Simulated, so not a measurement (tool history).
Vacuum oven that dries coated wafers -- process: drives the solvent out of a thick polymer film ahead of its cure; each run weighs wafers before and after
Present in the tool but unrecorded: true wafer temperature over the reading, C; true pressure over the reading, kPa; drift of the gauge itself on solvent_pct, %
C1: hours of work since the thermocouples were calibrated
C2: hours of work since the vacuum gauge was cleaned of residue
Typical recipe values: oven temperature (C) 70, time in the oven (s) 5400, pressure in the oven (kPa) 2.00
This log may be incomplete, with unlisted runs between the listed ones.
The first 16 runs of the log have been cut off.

At hour 1362.7: vacuum gauge cleaned of residue and calibrated, once more.
Run 17, hour 1416.8: usual settings but time in the oven (s) 5040; C1 72; C2 40. Result: solvent left in the film (%) 4.19.
Run 18, hour 1519.7: usual settings; C1 149; C2 116. Result: solvent left in the film (%) 3.83.
Run 19, hour 1609.9: usual settings but oven temperature (C) 59, time in the oven (s) 3420, pressure in the oven (kPa) 2.75; C1 216; C2 183. Result: solvent left in the film (%) 13.09.
Run 20, hour 1677.1: usual settings but oven temperature (C) 83, pressure in the oven (kPa) 5.14; C1 265; C2 233. Result: solvent left in the film (%) 1.11.
Run 21, hour 1728.6: usual settings but oven temperature (C) 69, pressure in the oven (kPa) 4.35; C1 304; C2 271. Result: solvent left in the film (%) 5.10.
Run 22, hour 1837.3: usual settings but oven temperature (C) 84, pressure in the oven (kPa) 3.36; C1 384; C2 352. Result: solvent left in the film (%) 0.77.
Run 23, hour 1911.3: usual settings but oven temperature (C) 84, pressure in the oven (kPa) 3.36; C1 439; C2 407. Result: solvent left in the film (%) 0.75.
Run 24, hour 2008.0: usual settings but time in the oven (s) 7080, pressure in the oven (kPa) 3.41; C1 511; C2 479. Result: solvent left in the film (%) 3.25.
Run 25, hour 2090.6: usual settings but oven temperature (C) 64, time in the oven (s) 4800, pressure in the oven (kPa) 4.51; C1 572; C2 540. Result: solvent left in the film (%) 9.14.
Run 26, hour 2156.8: usual settings but oven temperature (C) 57; C1 621; C2 589. Result: solvent left in the film (%) 11.82.
Run 27, hour 2257.5: usual settings but oven temperature (C) 67, time in the oven (s) 2880, pressure in the oven (kPa) 3.88; C1 696; C2 664. Result: solvent left in the film (%) 10.94.
Run 28, hour 2316.9: usual settings but oven temperature (C) 61, time in the oven (s) 8160, pressure in the oven (kPa) 3.88; C1 740; C2 708. Result: solvent left in the film (%) 7.35.
Run 29, hour 2414.2: usual settings but oven temperature (C) 82, time in the oven (s) 3180, pressure in the oven (kPa) 1.28; C1 812; C2 780. Result: solvent left in the film (%) 2.37.
Run 30, hour 2513.6: usual settings but oven temperature (C) 59, time in the oven (s) 4260; C1 886; C2 853. Result: solvent left in the film (%) 12.37.
At hour 2561.4: oven's thermocouples calibrated.
Run 31, hour 2565.8: usual settings but oven temperature (C) 59, time in the oven (s) 4260; C1 3; C2 891. Result: solvent left in the film (%) 11.39.
Run 32, hour 2644.6: usual settings but oven temperature (C) 59, time in the oven (s) 4260; C1 62; C2 949. Result: solvent left in the film (%) 11.64.
Run 33, hour 2701.3: usual settings but pressure in the oven (kPa) 5.40; C1 104; C2 991. Result: solvent left in the film (%) 4.57.
At hour 2730.2: vacuum gauge cleaned of residue and calibrated.
Run 34, hour 2780.0: usual settings but oven temperature (C) 75, time in the oven (s) 6480, pressure in the oven (kPa) 1.12; C1 161; C2 37. Result: solvent left in the film (%) 1.07.
Run 35, hour 2842.5: usual settings but oven temperature (C) 75, time in the oven (s) 6480, pressure in the oven (kPa) 1.12; C1 207; C2 83. Result: solvent left in the film (%) 1.14.
Run 36, hour 2917.9: usual settings but oven temperature (C) 80, time in the oven (s) 7440, pressure in the oven (kPa) 1.80; C1 263; C2 139. Result: solvent left in the film (%) 0.50.

Alternative continuations, all from the tool just after run 36; predict every row:
Run A, hour 3007.8: usual settings but oven temperature (C) 62, pressure in the oven (kPa) 3.58; C1 330; C2 206. Result: solvent left in the film (%) ?.
Run B, hour 3007.8: usual settings but oven temperature (C) 63, pressure in the oven (kPa) 4.62; C1 330; C2 206. Result: solvent left in the film (%) ?.
Run C, hour 3007.8: usual settings but oven temperature (C) 63; C1 330; C2 206. Result: solvent left in the film (%) ?.
Run D, hour 3007.8: usual settings but oven temperature (C) 80, time in the oven (s) 7440, pressure in the oven (kPa) 2.34; C1 330; C2 206. Result: solvent left in the film (%) ?.

run  solvent left in the film (%)
  A                          8.54
  B                          8.43
  C                          7.66
  D                          0.60
With the hidden condition removed and each run's random variation left untouched, the same runs would have given:
run  solvent left in the film (%)
  A                          8.15
  B                          8.04
  C                          7.28
  D                          0.54
